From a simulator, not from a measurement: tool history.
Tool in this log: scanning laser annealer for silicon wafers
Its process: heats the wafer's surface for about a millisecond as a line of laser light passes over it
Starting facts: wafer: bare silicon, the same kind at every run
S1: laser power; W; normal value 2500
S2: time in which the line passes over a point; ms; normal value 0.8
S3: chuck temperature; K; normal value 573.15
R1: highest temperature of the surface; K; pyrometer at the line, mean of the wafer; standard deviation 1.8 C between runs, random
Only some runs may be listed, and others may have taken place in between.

run 1 hour=0 | S1=2500 S2=0.8 S3=573.15 | R1=1310.15
run 2 hour=10.1 | S1=2500 S2=0.8 S3=573.15 | R1=1304.15
run 3 hour=16.7 | S1=2500 S2=0.8 S3=573.15 | R1=1305.15
run 4 hour=25.8 | S1=2500 S2=0.8 S3=573.15 | R1=1305.15
run 5 hour=35.1 | S1=2500 S2=0.8 S3=573.15 | R1=1307.15
run 6 hour=42.5 | S1=2500 S2=0.8 S3=573.15 | R1=1306.15
run 7 hour=52.9 | S1=2500 S2=0.8 S3=573.15 | R1=1304.15
run 8 hour=59.2 | S1=2500 S2=0.964 S3=573.15 | R1=1376.15
run 9 hour=67.2 | S1=2500 S2=0.587 S3=573.15 | R1=1202.15
run 10 hour=73.1 | S1=2500 S2=0.587 S3=573.15 | R1=1202.15
run 11 hour=83.4 | S1=2500 S2=0.587 S3=573.15 | R1=1199.15
run 12 hour=92 | S1=2500 S2=0.587 S3=573.15 | R1=1200.15
run 13 hour=99.7 | S1=2500 S2=0.587 S3=573.15 | R1=1203.15
run 14 hour=104.9 | S1=2500 S2=0.587 S3=573.15 | R1=1202.15
run 15 hour=110 | S1=2500 S2=0.587 S3=573.15 | R1=1204.15
run 16 hour=120.4 | S1=2500 S2=0.587 S3=573.15 | R1=1200.15
run 17 hour=130.3 | S1=2500 S2=0.587 S3=573.15 | R1=1200.15
run 18 hour=137.1 | S1=2500 S2=0.587 S3=573.15 | R1=1202.15
run 19 hour=145 | S1=2500 S2=0.587 S3=573.15 | R1=1202.15
run 20 hour=149.8 | S1=2500 S2=0.587 S3=573.15 | R1=1201.15
run 21 hour=158.3 | S1=2288 S2=0.6 S3=573.15 | R1=1149.15
run 22 hour=168.2 | S1=2675 S2=0.6 S3=573.15 | R1=1259.15
run 23 hour=173.7 | S1=2500 S2=0.777 S3=553.15 | R1=1275.15
run 24 hour=182.7 | S1=2541 S2=0.777 S3=555.15 | R1=1291.15
run 25 hour=187.8 | S1=2541 S2=0.777 S3=555.15 | R1=1293.15
run 26 hour=197.5 | S1=2541 S2=0.777 S3=555.15 | R1=1289.15
run 27 hour=207.2 | S1=2541 S2=0.777 S3=555.15 | R1=1288.15
run 28 hour=213.1 | S1=2500 S2=0.657 S3=575.15 | R1=1237.15
run 29 hour=223 | S1=2500 S2=0.657 S3=575.15 | R1=1239.15
run 30 hour=233.6 | S1=2500 S2=0.657 S3=575.15 | R1=1239.15
run 31 hour=238.4 | S1=2500 S2=0.657 S3=575.15 | R1=1237.15
run 32 hour=248.6 | S1=2417 S2=0.655 S3=581.15 | R1=1218.15
run 33 hour=254.6 | S1=2500 S2=0.8 S3=594.15 | R1=1327.15
run 34 hour=260.8 | S1=2667 S2=0.682 S3=601.15 | R1=1326.15
run 35 hour=268 | S1=2163 S2=0.66 S3=560.15 | R1=1127.15
run 36 hour=274.5 | S1=2286 S2=0.883 S3=538.15 | R1=1236.15
run 37 hour=282.4 | S1=2422 S2=0.634 S3=613.15 | R1=1248.15
run 38 hour=289.9 | S1=2515 S2=0.867 S3=573.15 | R1=1339.15
run 39 hour=299.6 | S1=2475 S2=0.8 S3=573.15 | R1=1295.15
-- hour=309.5 optics aligned, line set to its width
run 40 hour=310.9 | S1=2158 S2=0.8 S3=595.15 | R1=1219.15

5 options for the next run, each taken on its own from the tool as it stands now. Forecast them:
run A hour=321.1 | S1=2158 S2=0.597 S3=534.15 | R1=?
run B hour=321.1 | S1=2250 S2=0.8 S3=573.15 | R1=?
run C hour=321.1 | S1=2158 S2=0.63 S3=583.15 | R1=?
run D hour=321.1 | S1=2651 S2=0.567 S3=569.15 | R1=?
run E hour=321.1 | S1=2500 S2=0.573 S3=573.15 | R1=?

run=A R1=1073.15
run=B R1=1224.15
run=C R1=1136.15
run=D R1=1230.15
run=E R1=1193.15
With the hidden condition removed and each run's random variation left untouched, the same runs would have given:
run=A R1=1074.15
run=B R1=1225.15
run=C R1=1137.15
run=D R1=1232.15
run=E R1=1195.15
